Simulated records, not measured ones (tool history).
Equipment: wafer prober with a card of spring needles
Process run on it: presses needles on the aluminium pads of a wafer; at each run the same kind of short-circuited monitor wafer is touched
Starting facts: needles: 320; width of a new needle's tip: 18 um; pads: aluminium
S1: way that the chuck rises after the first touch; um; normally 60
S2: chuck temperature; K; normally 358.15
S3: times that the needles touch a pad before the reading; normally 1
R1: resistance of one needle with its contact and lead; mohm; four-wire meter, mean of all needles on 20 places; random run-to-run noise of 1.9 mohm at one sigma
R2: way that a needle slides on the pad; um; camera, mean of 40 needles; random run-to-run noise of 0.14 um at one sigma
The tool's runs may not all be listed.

{"run": 1, "day": 0.0, "S1": 60, "S2": 358.15, "S3": 1, "R1": 204, "R2": 11.72}
{"run": 2, "day": 0.288, "S1": 60, "S2": 358.15, "S3": 1, "R1": 302, "R2": 11.84}
{"day": 0.496, "done": "tips cleaned on abrasive film"}
{"run": 3, "day": 0.738, "S1": 60, "S2": 358.15, "S3": 1, "R1": 296, "R2": 11.58}
{"day": 0.979, "done": "tips cleaned on abrasive film"}
{"run": 4, "day": 0.996, "S1": 60, "S2": 358.15, "S3": 1, "R1": 220, "R2": 11.62}
{"run": 5, "day": 1.221, "S1": 60, "S2": 358.15, "S3": 1, "R1": 293, "R2": 11.82}
{"day": 1.483, "done": "tips cleaned on abrasive film"}
{"run": 6, "day": 1.65, "S1": 60, "S2": 358.15, "S3": 1, "R1": 279, "R2": 11.54}
{"run": 7, "day": 1.908, "S1": 60, "S2": 303.15, "S3": 1, "R1": 317, "R2": 11.9}
{"day": 1.979, "done": "tips cleaned on abrasive film"}
{"run": 8, "day": 2.254, "S1": 60, "S2": 303.15, "S3": 1, "R1": 287, "R2": 11.5}
{"day": 2.479, "done": "tips cleaned on abrasive film"}
{"run": 9, "day": 2.7, "S1": 60, "S2": 303.15, "S3": 1, "R1": 279, "R2": 11.83}
{"day": 2.979, "done": "tips cleaned on abrasive film"}
{"run": 10, "day": 3.142, "S1": 60, "S2": 358.15, "S3": 1, "R1": 281, "R2": 11.37}
{"day": 3.483, "done": "tips cleaned on abrasive film"}
{"run": 11, "day": 3.483, "S1": 60, "S2": 358.15, "S3": 1, "R1": 209, "R2": 11.75}
{"run": 12, "day": 3.762, "S1": 60, "S2": 358.15, "S3": 1, "R1": 303, "R2": 11.68}
{"day": 3.983, "done": "tips cleaned on abrasive film"}
{"run": 13, "day": 4.092, "S1": 60, "S2": 374.15, "S3": 1, "R1": 265, "R2": 11.36}
{"run": 14, "day": 4.362, "S1": 60, "S2": 314.15, "S3": 1, "R1": 322, "R2": 11.79}
{"day": 4.483, "done": "tips cleaned on abrasive film"}
{"run": 15, "day": 4.775, "S1": 60, "S2": 314.15, "S3": 1, "R1": 302, "R2": 11.53}
{"day": 5.0, "done": "tips cleaned on abrasive film"}
{"run": 16, "day": 5.133, "S1": 60, "S2": 358.15, "S3": 1, "R1": 268, "R2": 11.36}
{"day": 5.504, "done": "tips cleaned on abrasive film"}
{"run": 17, "day": 5.554, "S1": 60, "S2": 358.15, "S3": 1, "R1": 240, "R2": 11.27}
{"run": 18, "day": 5.925, "S1": 60, "S2": 307.15, "S3": 1, "R1": 320, "R2": 11.5}
{"day": 6.008, "done": "tips cleaned on abrasive film"}
{"run": 19, "day": 6.208, "S1": 63, "S2": 358.15, "S3": 1, "R1": 275, "R2": 12.02}
{"run": 20, "day": 6.45, "S1": 63, "S2": 358.15, "S3": 1, "R1": 307, "R2": 12.05}
{"day": 6.504, "done": "tips cleaned on abrasive film"}
{"run": 21, "day": 6.712, "S1": 73, "S2": 318.15, "S3": 1, "R1": 258, "R2": 14.37}
{"run": 22, "day": 6.908, "S1": 73, "S2": 354.15, "S3": 2, "R1": 249, "R2": 14.17}
{"day": 6.992, "done": "tips cleaned on abrasive film"}
{"run": 23, "day": 7.183, "S1": 56, "S2": 358.15, "S3": 1, "R1": 306, "R2": 10.68}
{"day": 7.488, "done": "tips cleaned on abrasive film"}
{"run": 24, "day": 7.512, "S1": 56, "S2": 358.15, "S3": 1, "R1": 225, "R2": 10.65}
{"run": 25, "day": 7.954, "S1": 45, "S2": 358.15, "S3": 1, "R1": 429, "R2": 8.41}
{"day": 7.996, "done": "tips cleaned on abrasive film"}
{"run": 26, "day": 8.279, "S1": 70, "S2": 335.15, "S3": 2, "R1": 247, "R2": 13.76}
{"day": 8.5, "done": "tips cleaned on abrasive film"}
{"run": 27, "day": 8.721, "S1": 60, "S2": 364.15, "S3": 2, "R1": 259, "R2": 11.17}
{"day": 8.992, "done": "tips cleaned on abrasive film"}
{"run": 28, "day": 9.092, "S1": 60, "S2": 364.15, "S3": 2, "R1": 242, "R2": 11.07}
{"run": 29, "day": 9.379, "S1": 62, "S2": 324.15, "S3": 2, "R1": 269, "R2": 11.72}
{"day": 9.5, "done": "tips cleaned on abrasive film"}
{"run": 30, "day": 9.617, "S1": 60, "S2": 358.15, "S3": 1, "R1": 267, "R2": 11.21}
{"run": 31, "day": 9.942, "S1": 50, "S2": 370.15, "S3": 2, "R1": 317, "R2": 9.19}
{"day": 9.983, "done": "tips cleaned on abrasive film"}
{"run": 32, "day": 10.138, "S1": 52, "S2": 318.15, "S3": 1, "R1": 315, "R2": 9.57}
{"day": 10.475, "done": "tips cleaned on abrasive film"}
{"day": 10.546, "done": "height of the first contact set anew"}
{"run": 33, "day": 10.546, "S1": 52, "S2": 318.15, "S3": 1, "R1": 247, "R2": 10.73}
{"day": 10.983, "done": "tips cleaned on abrasive film"}
{"run": 34, "day": 11.021, "S1": 60, "S2": 358.15, "S3": 3, "R1": 215, "R2": 12.68}

Predict each of these 3 candidate next runs independently; none follows another, all start after run 34:
{"run": "A", "day": 11.25, "S1": 60, "S2": 346.15, "S3": 2, "R1": "?", "R2": "?"}
{"run": "B", "day": 11.25, "S1": 47, "S2": 338.15, "S3": 3, "R1": "?", "R2": "?"}
{"run": "C", "day": 11.25, "S1": 44, "S2": 358.15, "S3": 3, "R1": "?", "R2": "?"}

run=A R1=253 R2=12.47
run=B R1=254 R2=9.85
run=C R1=265 R2=9.30
Without the tool's hidden state the same runs would have given:
run=A R1=197 R2=12.49
run=B R1=200 R2=9.87
run=C R1=207 R2=9.32
